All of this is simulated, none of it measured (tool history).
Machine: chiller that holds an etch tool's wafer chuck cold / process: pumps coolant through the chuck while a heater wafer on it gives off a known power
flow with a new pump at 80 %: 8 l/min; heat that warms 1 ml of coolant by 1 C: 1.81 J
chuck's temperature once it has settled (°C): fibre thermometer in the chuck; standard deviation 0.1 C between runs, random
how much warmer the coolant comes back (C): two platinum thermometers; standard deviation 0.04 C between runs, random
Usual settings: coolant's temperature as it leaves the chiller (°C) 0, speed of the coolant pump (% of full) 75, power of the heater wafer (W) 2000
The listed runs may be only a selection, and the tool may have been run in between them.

| run | day | coolant's temperature as it leaves the chiller (°C) | speed of the coolant pump (% of full) | power of the heater wafer (W) | chuck's temperature once it has settled (°C) | how much warmer the coolant comes back (C) |
|---|---|---|---|---|---|---|
| 1 | 0 | 0 | 75 | 2000 | 22.2 | 9.02 |
| 2 | 1.171 | 0 | 75 | 2000 | 22.3 | 9.01 |
| 3 | 2.333 | 0 | 75 | 2000 | 22.4 | 9.07 |
| 4 | 3.238 | 0 | 75 | 2000 | 22.4 | 9.1 |
| 5 | 4.838 | 0 | 75 | 2000 | 22.6 | 9.1 |
| 6 | 5.608 | 0 | 75 | 2000 | 22.4 | 9.08 |
| 7 | 7.167 | 0 | 75 | 1476 | 16.4 | 6.68 |
| 8 | 8.042 | 0 | 75 | 2000 | 22.3 | 9.13 |
| 9 | 9.421 | 0 | 75 | 2000 | 22.7 | 9.07 |
| 10 | 10.371 | 0 | 75 | 2000 | 22.4 | 9.09 |
| 11 | 11.858 | 0 | 90 | 2000 | 20.2 | 7.69 |
| 12 | 12.621 | 0 | 90 | 2000 | 20.2 | 7.62 |
| 13 | 13.983 | 0 | 75 | 2000 | 22.7 | 9.14 |
| 14 | 15.017 | 0 | 75 | 2000 | 22.6 | 9.06 |
| 15 | 16.192 | 7 | 75 | 2000 | 29.4 | 9.12 |
| 16 | 17.404 | 7 | 75 | 2000 | 29.6 | 9.14 |
| 17 | 18.588 | 0 | 75 | 2219 | 25.2 | 10.11 |
| 18 | 19.412 | 0 | 75 | 2851 | 32.3 | 13.02 |

Predict the results of run 19:
| 19 | 20.583 | 0 | 75 | 2851 | ? | ? |

Run 19 measured chuck's temperature once it has settled (°C) 32.4, how much warmer the coolant comes back (C) 13.01.
If the tool had no hidden condition, the same run with the same run-to-run variation would have returned chuck's temperature once it has settled (°C) 31, how much warmer the coolant comes back (C) 12.55.
